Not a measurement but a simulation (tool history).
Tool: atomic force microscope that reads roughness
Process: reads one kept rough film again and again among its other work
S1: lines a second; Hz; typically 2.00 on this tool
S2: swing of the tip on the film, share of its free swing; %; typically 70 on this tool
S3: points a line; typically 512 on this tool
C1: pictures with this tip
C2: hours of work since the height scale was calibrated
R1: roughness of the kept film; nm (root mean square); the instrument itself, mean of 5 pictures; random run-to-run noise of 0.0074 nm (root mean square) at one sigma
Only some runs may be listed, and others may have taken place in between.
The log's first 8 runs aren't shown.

run	hour	S1	S2	S3	C1	C2	R1
9	80.7	2.00	70	512	15	154	1.521
10	91.5	2.00	70	512	32	160	1.505
11	103.4	2.00	70	512	50	167	1.466
12	115.5	2.00	70	358	68	173	1.437
13	126.3	2.00	58	512	84	180	1.471
14	133.8	2.00	70	914	96	184	1.418
15	148.7	2.00	70	914	118	192	1.373
16	165.8	2.00	70	914	144	202	1.338
# hour 171.3: new tip fitted
17	174.1	2.00	87	914	4	207	1.406
18	188.4	2.00	87	914	26	215	1.387
19	199.8	2.00	87	914	43	221	1.351
20	215.8	2.00	87	914	67	230	1.319
21	223.6	0.98	87	940	79	235	1.393
22	231.7	0.79	86	940	91	240	1.396
23	242.7	0.79	86	940	108	246	1.371
24	252.0	3.65	57	512	122	251	1.358
# hour 254.1: height scale calibrated on a step standard
25	268.0	3.65	57	512	145	8	1.321
# hour 272.6: new tip fitted
26	278.1	3.65	71	327	8	13	1.429
27	292.5	3.65	71	327	30	22	1.403
28	300.5	2.00	81	512	42	26	1.411
# hour 311.7: height scale calibrated on a step standard, once more
29	317.4	2.00	81	512	66	3	1.372
30	327.7	2.00	70	517	82	9	1.411
31	334.8	1.06	70	532	92	13	1.446
32	350.4	1.89	80	258	116	22	1.284

The next listed run, before its measurement:
33	364.1	0.83	65	902	137	30	?

For run 33 the tool returned R1 1.402 nm (root mean square).
The same run, on a tool lacking any hidden state, would have yielded R1 1.633 nm (root mean square).

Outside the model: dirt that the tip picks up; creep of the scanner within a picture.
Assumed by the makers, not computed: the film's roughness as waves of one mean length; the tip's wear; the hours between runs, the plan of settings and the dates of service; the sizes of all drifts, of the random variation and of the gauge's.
